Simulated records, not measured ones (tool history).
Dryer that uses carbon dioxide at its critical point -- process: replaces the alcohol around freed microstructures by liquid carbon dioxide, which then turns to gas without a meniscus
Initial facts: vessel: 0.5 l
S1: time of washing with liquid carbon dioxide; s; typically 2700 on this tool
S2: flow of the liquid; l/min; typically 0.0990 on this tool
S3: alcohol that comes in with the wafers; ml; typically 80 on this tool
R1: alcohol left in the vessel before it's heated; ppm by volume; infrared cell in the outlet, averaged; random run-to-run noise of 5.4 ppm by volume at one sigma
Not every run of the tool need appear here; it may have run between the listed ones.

| run | hour | S1 | S2 | S3 | R1 |
|---|---|---|---|---|---|
| 1 | 0.0 | 2700 | 0.0990 | 80 | 240 |
| 2 | 24.2 | 2700 | 0.0990 | 80 | 246 |
| 3 | 43.7 | 2700 | 0.0990 | 80 | 270 |
| 4 | 66.4 | 2700 | 0.0990 | 80 | 287 |
| 5 | 87.4 | 2700 | 0.0990 | 80 | 306 |
| 6 | 108.1 | 1860 | 0.0990 | 80 | 1868 |
| 7 | 121.7 | 1860 | 0.0990 | 80 | 1864 |
| 8 | 135.1 | 1860 | 0.0990 | 80 | 1867 |
| 9 | 155.5 | 2700 | 0.0990 | 48 | 243 |
| 10 | 167.0 | 2700 | 0.0990 | 48 | 251 |
| 11 | 182.1 | 2700 | 0.0990 | 80 | 367 |
| 12 | 196.6 | 2700 | 0.0990 | 80 | 372 |
| 13 | 220.5 | 2700 | 0.0990 | 28 | 224 |
| 14 | 235.8 | 2700 | 0.0990 | 28 | 228 |
| 15 | 257.3 | 2700 | 0.0639 | 80 | 2831 |
| 16 | 280.6 | 2700 | 0.0639 | 80 | 2949 |
| 17 | 303.3 | 2700 | 0.0690 | 80 | 2237 |
| 18 | 319.8 | 2700 | 0.0690 | 80 | 2260 |
| 19 | 338.5 | 2700 | 0.0990 | 29 | 293 |
| 20 | 362.8 | 2700 | 0.0990 | 29 | 225 |
| 21 | 381.7 | 2700 | 0.0990 | 29 | 216 |
| 22 | 403.8 | 2700 | 0.0990 | 29 | 228 |
| 23 | 424.4 | 2700 | 0.0990 | 59 | 301 |
| 24 | 437.2 | 2700 | 0.0990 | 59 | 305 |
| 25 | 455.0 | 2700 | 0.0990 | 59 | 321 |
| 26 | 467.5 | 2700 | 0.0990 | 59 | 337 |
| 27 | 488.9 | 3360 | 0.0990 | 21 | 215 |
| 28 | 501.4 | 2880 | 0.1425 | 31 | 202 |
| 29 | 526.3 | 4080 | 0.1502 | 24 | 212 |
| 30 | 542.8 | 2520 | 0.1035 | 36 | 325 |
| 31 | 560.3 | 2700 | 0.0646 | 80 | 2320 |
| 32 | 579.3 | 2700 | 0.0646 | 80 | 2307 |
| 33 | 593.4 | 2700 | 0.0646 | 80 | 2345 |
| 34 | 615.3 | 2040 | 0.1322 | 111 | 568 |
| 35 | 636.4 | 2700 | 0.0990 | 114 | 586 |
| 36 | 657.5 | 4200 | 0.0729 | 114 | 377 |
| 37 | 672.3 | 1620 | 0.0729 | 30 | 3763 |
| 38 | 688.5 | 2940 | 0.0729 | 35 | 668 |
| 39 | 707.1 | 1680 | 0.0990 | 60 | 2637 |
| 40 | 720.4 | 1740 | 0.1077 | 80 | 2235 |
| 41 | 731.4 | 1740 | 0.1077 | 80 | 2238 |
| 42 | 748.0 | 1740 | 0.1077 | 80 | 2374 |
| 43 | 773.5 | 1740 | 0.1077 | 80 | 2355 |
| 44 | 784.4 | 3180 | 0.1309 | 80 | 298 |
| 45 | 807.8 | 3180 | 0.1309 | 80 | 307 |
| 46 | 821.3 | 2880 | 0.1537 | 54 | 303 |

Removed from this log: 1 entry logged between the listed runs. Between which two listed runs does each belong, and how does the tool's hidden state at the listed run before it compare with that at the listed run after it?
Between runs 19 and 20: inlet filter changed (hour 342.0)
  flow that reaches the vessel past the clogged filter, %: 86.2 -> 99; alcohol in the recycled carbon dioxide, ppm: 157.5 -> 164.1
  what was measured, less what the result would be without the hidden state, R1: +236 -> +161 ppm by volume
